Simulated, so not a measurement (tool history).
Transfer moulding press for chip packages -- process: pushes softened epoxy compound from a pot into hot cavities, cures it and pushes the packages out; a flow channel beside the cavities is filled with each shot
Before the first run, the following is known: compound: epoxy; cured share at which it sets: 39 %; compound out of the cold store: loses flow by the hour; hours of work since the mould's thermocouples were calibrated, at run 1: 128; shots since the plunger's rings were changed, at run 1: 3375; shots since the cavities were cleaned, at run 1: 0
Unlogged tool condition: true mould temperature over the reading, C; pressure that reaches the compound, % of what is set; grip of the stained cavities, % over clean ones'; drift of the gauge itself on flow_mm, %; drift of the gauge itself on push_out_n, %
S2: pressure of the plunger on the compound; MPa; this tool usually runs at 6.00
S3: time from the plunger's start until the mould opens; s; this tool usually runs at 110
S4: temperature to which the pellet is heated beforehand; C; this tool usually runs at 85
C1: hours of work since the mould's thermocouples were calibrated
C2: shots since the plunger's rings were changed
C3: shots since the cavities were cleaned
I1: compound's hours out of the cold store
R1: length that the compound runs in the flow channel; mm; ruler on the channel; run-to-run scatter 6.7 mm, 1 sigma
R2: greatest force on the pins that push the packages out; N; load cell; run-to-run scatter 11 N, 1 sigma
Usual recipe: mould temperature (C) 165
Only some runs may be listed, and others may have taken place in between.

run 1 day=0.000 | mould_temperature_(C)=165 S2=6.00 S3=110 S4=85 | C1=128 C2=3375 C3=0 | I1=42.3 | R1=877 R2=484
run 2 day=1.229 | mould_temperature_(C)=165 S2=6.00 S3=110 S4=85 | C1=149 C2=3717 C3=342 | I1=27.3 | R1=920 R2=682
-- day=3.004 cavities cleaned with cleaning compound and waxed
run 3 day=3.346 | mould_temperature_(C)=165 S2=6.00 S3=110 S4=85 | C1=184 C2=4288 C3=95 | I1=15.4 | R1=943 R2=532
run 4 day=5.379 | mould_temperature_(C)=165 S2=6.00 S3=110 S4=85 | C1=219 C2=4855 C3=662 | I1=21.9 | R1=913 R2=818
-- day=5.908 cavities cleaned with cleaning compound and waxed
run 5 day=7.554 | mould_temperature_(C)=165 S2=6.00 S3=110 S4=85 | C1=256 C2=5442 C3=457 | I1=30.6 | R1=870 R2=730
run 6 day=8.496 | mould_temperature_(C)=165 S2=6.00 S3=111 S4=85 | C1=272 C2=5704 C3=719 | I1=37.7 | R1=841 R2=822
-- day=8.746 plunger's sealing rings changed
-- day=8.921 cavities cleaned with cleaning compound and waxed
run 7 day=10.104 | mould_temperature_(C)=165 S2=6.00 S3=111 S4=85 | C1=296 C2=360 C3=329 | I1=30.6 | R1=964 R2=712
-- day=11.742 cavities cleaned with cleaning compound and waxed
run 8 day=12.346 | mould_temperature_(C)=165 S2=6.00 S3=111 S4=85 | C1=334 C2=967 C3=168 | I1=25.7 | R1=977 R2=599
run 9 day=13.521 | mould_temperature_(C)=165 S2=6.00 S3=111 S4=85 | C1=354 C2=1295 C3=496 | I1=37.5 | R1=928 R2=765
-- day=14.621 cavities cleaned with cleaning compound and waxed
run 10 day=15.717 | mould_temperature_(C)=165 S2=6.00 S3=111 S4=85 | C1=391 C2=1888 C3=305 | I1=8.5 | R1=1002 R2=653
run 11 day=17.171 | mould_temperature_(C)=165 S2=6.00 S3=111 S4=85 | C1=416 C2=2292 C3=709 | I1=46.7 | R1=879 R2=811
-- day=17.467 cavities cleaned with cleaning compound and waxed
run 12 day=18.546 | mould_temperature_(C)=165 S2=6.00 S3=111 S4=85 | C1=438 C2=2658 C3=301 | I1=13.9 | R1=977 R2=657
run 13 day=19.854 | mould_temperature_(C)=165 S2=6.00 S3=111 S4=85 | C1=461 C2=3022 C3=665 | I1=31.7 | R1=913 R2=788
-- day=20.396 cavities cleaned with cleaning compound and waxed
run 14 day=21.267 | mould_temperature_(C)=165 S2=6.00 S3=111 S4=85 | C1=484 C2=3398 C3=243 | I1=28.3 | R1=933 R2=632
run 15 day=22.550 | mould_temperature_(C)=165 S2=6.00 S3=132 S4=85 | C1=506 C2=3754 C3=599 | I1=20.5 | R1=940 R2=694
-- day=23.238 cavities cleaned with cleaning compound and waxed
run 16 day=24.479 | mould_temperature_(C)=165 S2=6.00 S3=132 S4=85 | C1=538 C2=4274 C3=346 | I1=27.0 | R1=891 R2=660
run 17 day=25.712 | mould_temperature_(C)=160 S2=7.14 S3=143 S4=80 | C1=559 C2=4617 C3=689 | I1=9.8 | R1=1055 R2=791
-- day=26.121 cavities cleaned with cleaning compound and waxed
run 18 day=27.288 | mould_temperature_(C)=169 S2=7.14 S3=126 S4=80 | C1=585 C2=5038 C3=324 | I1=10.6 | R1=1004 R2=606
-- day=29.079 cavities cleaned with cleaning compound and waxed
run 19 day=29.329 | mould_temperature_(C)=169 S2=7.14 S3=126 S4=80 | C1=619 C2=5589 C3=70 | I1=34.2 | R1=913 R2=479
-- day=30.025 plunger's sealing rings changed
run 20 day=30.367 | mould_temperature_(C)=169 S2=7.14 S3=126 S4=80 | C1=635 C2=95 C3=329 | I1=41.8 | R1=990 R2=632
-- day=32.046 cavities cleaned with cleaning compound and waxed
run 21 day=32.404 | mould_temperature_(C)=165 S2=6.00 S3=137 S4=85 | C1=669 C2=645 C3=100 | I1=22.8 | R1=988 R2=513
run 22 day=34.242 | mould_temperature_(C)=163 S2=6.00 S3=137 S4=78 | C1=700 C2=1157 C3=612 | I1=41.5 | R1=918 R2=742
-- day=34.950 cavities cleaned with cleaning compound and waxed
run 23 day=35.642 | mould_temperature_(C)=158 S2=5.04 S3=90 S4=84 | C1=723 C2=1529 C3=193 | I1=31.8 | R1=887 R2=1122
run 24 day=36.729 | mould_temperature_(C)=173 S2=6.00 S3=110 S4=85 | C1=742 C2=1831 C3=495 | I1=41.1 | R1=864 R2=683
-- day=37.892 cavities cleaned with cleaning compound and waxed
run 25 day=38.154 | mould_temperature_(C)=173 S2=6.00 S3=110 S4=85 | C1=765 C2=2210 C3=73 | I1=34.5 | R1=875 R2=501
run 26 day=39.275 | mould_temperature_(C)=173 S2=6.00 S3=110 S4=85 | C1=785 C2=2523 C3=386 | I1=20.4 | R1=917 R2=671
-- day=39.958 mould's thermocouples calibrated
-- day=40.879 cavities cleaned with cleaning compound and waxed
run 27 day=41.388 | mould_temperature_(C)=173 S2=5.18 S3=110 S4=85 | C1=23 C2=3070 C3=142 | I1=16.0 | R1=866 R2=560

What if the next run were any one of these 5? Each begins from the tool's condition after run 27:
run A day=43.608 | mould_temperature_(C)=173 S2=5.18 S3=146 S4=80 | C1=62 C2=3688 C3=760 | I1=32.3 | R1=? R2=?
run B day=43.608 | mould_temperature_(C)=165 S2=6.00 S3=122 S4=77 | C1=62 C2=3688 C3=760 | I1=17.0 | R1=? R2=?
run C day=43.608 | mould_temperature_(C)=165 S2=6.00 S3=110 S4=82 | C1=62 C2=3688 C3=760 | I1=44.6 | R1=? R2=?
run D day=43.608 | mould_temperature_(C)=167 S2=5.32 S3=110 S4=85 | C1=62 C2=3688 C3=760 | I1=45.7 | R1=? R2=?
run E day=43.608 | mould_temperature_(C)=173 S2=4.80 S3=150 S4=86 | C1=62 C2=3688 C3=760 | I1=39.2 | R1=? R2=?

run=A R1=802 R2=766
run=B R1=949 R2=825
run=C R1=869 R2=839
run=D R1=803 R2=821
run=E R1=755 R2=814
With the hidden condition removed and each run's random variation left untouched, the same runs would have given:
run=A R1=863 R2=435
run=B R1=1021 R2=468
run=C R1=935 R2=481
run=D R1=864 R2=467
run=E R1=813 R2=464
